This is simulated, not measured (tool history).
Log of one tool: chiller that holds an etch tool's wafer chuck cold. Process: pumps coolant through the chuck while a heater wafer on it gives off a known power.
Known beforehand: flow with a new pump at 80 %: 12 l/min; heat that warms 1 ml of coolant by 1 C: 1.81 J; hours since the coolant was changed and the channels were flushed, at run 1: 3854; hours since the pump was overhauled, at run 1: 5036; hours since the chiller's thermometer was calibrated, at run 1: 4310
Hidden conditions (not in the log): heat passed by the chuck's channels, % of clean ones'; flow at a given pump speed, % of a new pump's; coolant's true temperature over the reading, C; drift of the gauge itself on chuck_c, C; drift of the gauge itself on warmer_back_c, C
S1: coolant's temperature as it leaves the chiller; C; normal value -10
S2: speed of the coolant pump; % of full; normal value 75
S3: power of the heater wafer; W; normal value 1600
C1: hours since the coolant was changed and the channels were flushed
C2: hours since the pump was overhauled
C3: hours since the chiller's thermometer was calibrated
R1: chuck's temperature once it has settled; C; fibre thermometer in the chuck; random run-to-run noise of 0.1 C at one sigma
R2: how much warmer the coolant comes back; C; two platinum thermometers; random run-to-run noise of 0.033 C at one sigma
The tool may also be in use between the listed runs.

| run | hour | S1 | S2 | S3 | C1 | C2 | C3 | R1 | R2 |
|---|---|---|---|---|---|---|---|---|---|
| 1 | 0 | -10 | 75 | 1600 | 3854 | 5036 | 4310 | 6 | 5.58 |
| 2 | 85.6 | -10 | 75 | 1600 | 3939 | 5122 | 4396 | 6.1 | 5.53 |
|  | 139.6 | chiller's thermometer calibrated |
| 3 | 237.4 | -10 | 75 | 1600 | 4090 | 5273 | 98 | 7.2 | 5.56 |
| 4 | 309.5 | -10 | 75 | 1600 | 4162 | 5345 | 170 | 7.4 | 5.64 |
| 5 | 394.5 | -10 | 75 | 1600 | 4247 | 5430 | 255 | 7.5 | 5.62 |
| 6 | 519 | -10 | 75 | 1195 | 4372 | 5554 | 379 | 3.2 | 4.27 |
| 7 | 666.7 | -10 | 75 | 1195 | 4520 | 5702 | 527 | 3 | 4.21 |
|  | 735.6 | coolant changed, channels flushed |
| 8 | 813.9 | -10 | 75 | 1195 | 78 | 5843 | 668 | 1.7 | 4.32 |
| 9 | 948.8 | -10 | 75 | 1195 | 213 | 5978 | 803 | 1.9 | 4.29 |
| 10 | 1044.5 | -10 | 75 | 1195 | 309 | 6074 | 899 | 1.9 | 4.3 |
| 11 | 1167.6 | -10 | 75 | 1600 | 432 | 6197 | 1022 | 5.8 | 5.9 |
| 12 | 1263.3 | -10 | 75 | 1600 | 528 | 6293 | 1118 | 5.9 | 5.78 |
| 13 | 1339.6 | -10 | 75 | 1600 | 604 | 6369 | 1194 | 6.1 | 5.82 |
| 14 | 1491.9 | -10 | 69 | 1600 | 756 | 6521 | 1346 | 7.3 | 6.35 |
| 15 | 1641 | -10 | 69 | 1600 | 905 | 6670 | 1495 | 7.4 | 6.35 |
| 16 | 1735.4 | -2 | 75 | 1202 | 1000 | 6765 | 1590 | 10.3 | 4.38 |
| 17 | 1843.3 | -2 | 75 | 1202 | 1108 | 6872 | 1698 | 10.2 | 4.46 |
| 18 | 2004 | -2 | 75 | 1202 | 1268 | 7033 | 1858 | 10.5 | 4.47 |
| 19 | 2072.3 | -2 | 75 | 1202 | 1337 | 7102 | 1927 | 10.3 | 4.5 |
| 20 | 2234 | 0 | 63 | 1912 | 1498 | 7263 | 2088 | 23.1 | 8.52 |
| 21 | 2386 | -2 | 72 | 1912 | 1650 | 7415 | 2240 | 19.1 | 7.46 |
| 22 | 2555 | -2 | 75 | 1713 | 1819 | 7584 | 2409 | 16.2 | 6.51 |
| 23 | 2680 | -2 | 75 | 1713 | 1944 | 7709 | 2534 | 16.5 | 6.63 |
| 24 | 2841.2 | -5 | 93 | 1640 | 2106 | 7870 | 2696 | 9.7 | 5.08 |
| 25 | 2956.9 | -7 | 78 | 1600 | 2221 | 7986 | 2811 | 9.9 | 5.95 |
| 26 | 3055 | -7 | 78 | 1600 | 2319 | 8084 | 2909 | 9.8 | 6.05 |
| 27 | 3151 | -7 | 78 | 1600 | 2415 | 8180 | 3005 | 9.8 | 6.05 |
|  | 3226.9 | coolant pump overhauled |
| 28 | 3281.5 | -12 | 64 | 1196 | 2541 | 55 | 3131 | -0.5 | 4.05 |

4 options for the next run, each taken on its own from the tool as it stands now. Forecast them:
| A | 3361.8 | -12 | 75 | 2289 | 2621 | 135 | 3211 | ? | ? |
| B | 3361.8 | -12 | 80 | 993 | 2621 | 135 | 3211 | ? | ? |
| C | 3361.8 | -8 | 99 | 1845 | 2621 | 135 | 3211 | ? | ? |
| D | 3361.8 | -7 | 73 | 1665 | 2621 | 135 | 3211 | ? | ? |

| run | R1 | R2 |
|---|---|---|
| A | 7.8 | 6.65 |
| B | -4 | 2.71 |
| C | 4.5 | 4.2 |
| D | 7.5 | 5.04 |
The same runs, with their run-to-run variation unchanged, on a tool lacking any hidden condition would have given:
| run | R1 | R2 |
|---|---|---|
| A | 7.1 | 6.66 |
| B | -3.9 | 2.71 |
| C | 4.3 | 4.2 |
| D | 7.1 | 5.05 |
